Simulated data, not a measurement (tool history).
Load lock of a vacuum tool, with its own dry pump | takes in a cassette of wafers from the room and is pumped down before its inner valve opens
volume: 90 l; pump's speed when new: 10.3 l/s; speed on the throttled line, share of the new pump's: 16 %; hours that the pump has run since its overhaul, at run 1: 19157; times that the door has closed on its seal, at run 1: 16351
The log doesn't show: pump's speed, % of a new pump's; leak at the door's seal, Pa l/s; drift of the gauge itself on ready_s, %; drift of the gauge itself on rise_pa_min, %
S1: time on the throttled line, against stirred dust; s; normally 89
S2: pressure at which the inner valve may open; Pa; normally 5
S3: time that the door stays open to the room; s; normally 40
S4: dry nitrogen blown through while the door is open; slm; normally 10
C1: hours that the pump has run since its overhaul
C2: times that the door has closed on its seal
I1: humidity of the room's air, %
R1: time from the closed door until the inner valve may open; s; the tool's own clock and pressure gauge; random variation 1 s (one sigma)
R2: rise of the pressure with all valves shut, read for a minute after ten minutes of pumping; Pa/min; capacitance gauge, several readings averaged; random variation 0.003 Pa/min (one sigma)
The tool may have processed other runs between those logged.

| run | hour | S1 | S2 | S3 | S4 | C1 | C2 | I1 | R1 | R2 |
|---|---|---|---|---|---|---|---|---|---|---|
| 1 | 0.0 | 89 | 5 | 40 | 10 | 19157 | 16351 | 45.7 | 178.2 | 0.080 |
| 2 | 273.3 | 89 | 5 | 40 | 10 | 19430 | 17480 | 41.5 | 177.4 | 0.081 |
| 3 | 757.2 | 89 | 5 | 40 | 10 | 19914 | 19478 | 48.6 | 178.6 | 0.108 |
| 4 | 1133.4 | 89 | 5 | 40 | 10 | 20290 | 21032 | 45.4 | 180.4 | 0.104 |
| 5 | 1625.6 | 89 | 5 | 40 | 10 | 20782 | 23064 | 47.2 | 179.5 | 0.108 |
| 6 | 2055.7 | 89 | 5 | 40 | 10 | 21213 | 24840 | 46.3 | 179.6 | 0.117 |
| 7 | 2522.0 | 89 | 5 | 40 | 10 | 21679 | 26766 | 45.0 | 180.7 | 0.125 |
| 8 | 2746.5 | 89 | 5 | 40 | 10 | 21903 | 27693 | 43.0 | 178.3 | 0.136 |
| 9 | 3069.2 | 89 | 5 | 40 | 10 | 22226 | 29026 | 48.8 | 180.8 | 0.149 |
| 10 | 3454.4 | 89 | 5 | 40 | 10 | 22611 | 30616 | 47.4 | 179.8 | 0.151 |
| 11 | 3887.0 | 89 | 5 | 40 | 10 | 23044 | 32402 | 45.2 | 183.1 | 0.161 |
| 12 | 4355.3 | 89 | 5 | 40 | 17 | 23512 | 34336 | 44.7 | 181.5 | 0.164 |
| 13 | 4715.3 | 60 | 6 | 40 | 10 | 23872 | 35823 | 42.9 | 157.7 | 0.181 |
|  | 4752.7 | dry pump taken out, an overhauled one fitted |
| 14 | 5101.9 | 101 | 4 | 107 | 17 | 349 | 37395 | 48.9 | 175.9 | 0.223 |
| 15 | 5509.7 | 101 | 4 | 107 | 17 | 757 | 39079 | 45.3 | 177.2 | 0.225 |
| 16 | 5849.5 | 101 | 4 | 59 | 17 | 1097 | 40482 | 48.7 | 175.7 | 0.219 |
| 17 | 6266.3 | 70 | 5 | 40 | 10 | 1514 | 42203 | 45.4 | 147.0 | 0.224 |
| 18 | 6727.4 | 70 | 5 | 40 | 10 | 1975 | 44107 | 45.6 | 148.9 | 0.238 |
| 19 | 6968.0 | 70 | 5 | 40 | 10 | 2215 | 45101 | 45.2 | 147.7 | 0.239 |
| 20 | 7399.2 | 57 | 5 | 180 | 20 | 2646 | 46881 | 45.4 | 139.1 | 0.292 |

Some steps in R1 between neighbouring runs. How much of each would the tool show without its hidden state too (settings, what came in, random variation), and how much is left for the hidden state, with any gauge scatter that isn't in both results?
Run 12 -> 13: S1 89 -> 60, S2 5 -> 6, S4 17 -> 10. R1 -23.8 s: hidden state +0.9, all else -24.7.
Run 13 -> 14: S1 60 -> 101, S2 6 -> 4, S3 40 -> 107, S4 10 -> 17, dry pump taken out, an overhauled one fitted. R1 +18.2 s: hidden state -19.0, all else +37.2.
Run 16 -> 17: S1 101 -> 70, S2 4 -> 5, S3 59 -> 40, S4 17 -> 10. R1 -28.7 s: hidden state +0.3, all else -29.0.

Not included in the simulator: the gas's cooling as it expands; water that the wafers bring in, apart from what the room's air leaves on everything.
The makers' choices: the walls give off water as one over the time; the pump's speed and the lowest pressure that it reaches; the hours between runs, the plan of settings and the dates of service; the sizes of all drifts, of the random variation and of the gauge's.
